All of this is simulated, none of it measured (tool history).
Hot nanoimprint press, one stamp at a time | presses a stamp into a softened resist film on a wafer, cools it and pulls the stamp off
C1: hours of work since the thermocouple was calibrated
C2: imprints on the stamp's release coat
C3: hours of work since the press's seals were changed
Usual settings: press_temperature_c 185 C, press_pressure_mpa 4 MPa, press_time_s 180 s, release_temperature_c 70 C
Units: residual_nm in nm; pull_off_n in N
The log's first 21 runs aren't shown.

{"run": 22, "hour": 421.7, "press_temperature_c": 183, "press_pressure_mpa": 5.22, "press_time_s": 112, "release_temperature_c": 68, "C1": 399, "C2": 743, "C3": 315, "residual_nm": 305, "pull_off_n": 216}
{"run": 23, "hour": 440.8, "press_temperature_c": 176, "press_pressure_mpa": 5.3, "press_time_s": 180, "release_temperature_c": 70, "C1": 411, "C2": 780, "C3": 327, "residual_nm": 336.7, "pull_off_n": 204}
{"run": 24, "hour": 471.3, "press_temperature_c": 195, "press_pressure_mpa": 6, "press_time_s": 180, "release_temperature_c": 70, "C1": 429, "C2": 839, "C3": 345, "residual_nm": 145.9, "pull_off_n": 217}
{"run": 25, "hour": 491.3, "press_temperature_c": 180, "press_pressure_mpa": 3.42, "press_time_s": 183, "release_temperature_c": 70, "C1": 442, "C2": 878, "C3": 358, "residual_nm": 338, "pull_off_n": 216}
{"run": 26, "hour": 512.0, "press_temperature_c": 180, "press_pressure_mpa": 3.42, "press_time_s": 103, "release_temperature_c": 70, "C1": 454, "C2": 918, "C3": 370, "residual_nm": 414.6, "pull_off_n": 218}
{"run": 27, "hour": 530.3, "press_temperature_c": 180, "press_pressure_mpa": 3.42, "press_time_s": 103, "release_temperature_c": 70, "C1": 466, "C2": 953, "C3": 382, "residual_nm": 413.4, "pull_off_n": 214}
{"run": 28, "hour": 555.6, "press_temperature_c": 180, "press_pressure_mpa": 4.54, "press_time_s": 322, "release_temperature_c": 64, "C1": 481, "C2": 1002, "C3": 397, "residual_nm": 238.3, "pull_off_n": 241}
{"run": 29, "hour": 570.8, "press_temperature_c": 186, "press_pressure_mpa": 4.54, "press_time_s": 322, "release_temperature_c": 64, "C1": 490, "C2": 1032, "C3": 407, "residual_nm": 186.7, "pull_off_n": 245}
{"run": 30, "hour": 585.7, "press_temperature_c": 186, "press_pressure_mpa": 4.54, "press_time_s": 322, "release_temperature_c": 72, "C1": 500, "C2": 1060, "C3": 416, "residual_nm": 186.2, "pull_off_n": 217}
{"run": 31, "hour": 603.2, "press_temperature_c": 186, "press_pressure_mpa": 4.54, "press_time_s": 322, "release_temperature_c": 72, "C1": 510, "C2": 1094, "C3": 426, "residual_nm": 185.1, "pull_off_n": 211}

3 ways to go on from here, each from the tool as it stands after run 31. What would each give?
{"run": "A", "hour": 618.5, "press_temperature_c": 182, "press_pressure_mpa": 4.9, "press_time_s": 130, "release_temperature_c": 70, "C1": 520, "C2": 1124, "C3": 436, "residual_nm": "?", "pull_off_n": "?"}
{"run": "B", "hour": 618.5, "press_temperature_c": 197, "press_pressure_mpa": 4, "press_time_s": 180, "release_temperature_c": 70, "C1": 520, "C2": 1124, "C3": 436, "residual_nm": "?", "pull_off_n": "?"}
{"run": "C", "hour": 618.5, "press_temperature_c": 188, "press_pressure_mpa": 4, "press_time_s": 180, "release_temperature_c": 62, "C1": 520, "C2": 1124, "C3": 436, "residual_nm": "?", "pull_off_n": "?"}

run=A residual_nm=311.5 pull_off_n=220
run=B residual_nm=165.6 pull_off_n=222
run=C residual_nm=236.7 pull_off_n=263
Without the tool's hidden state the same runs would have given:
run=A residual_nm=295.4 pull_off_n=170
run=B residual_nm=157.5 pull_off_n=171
run=C residual_nm=224.7 pull_off_n=204
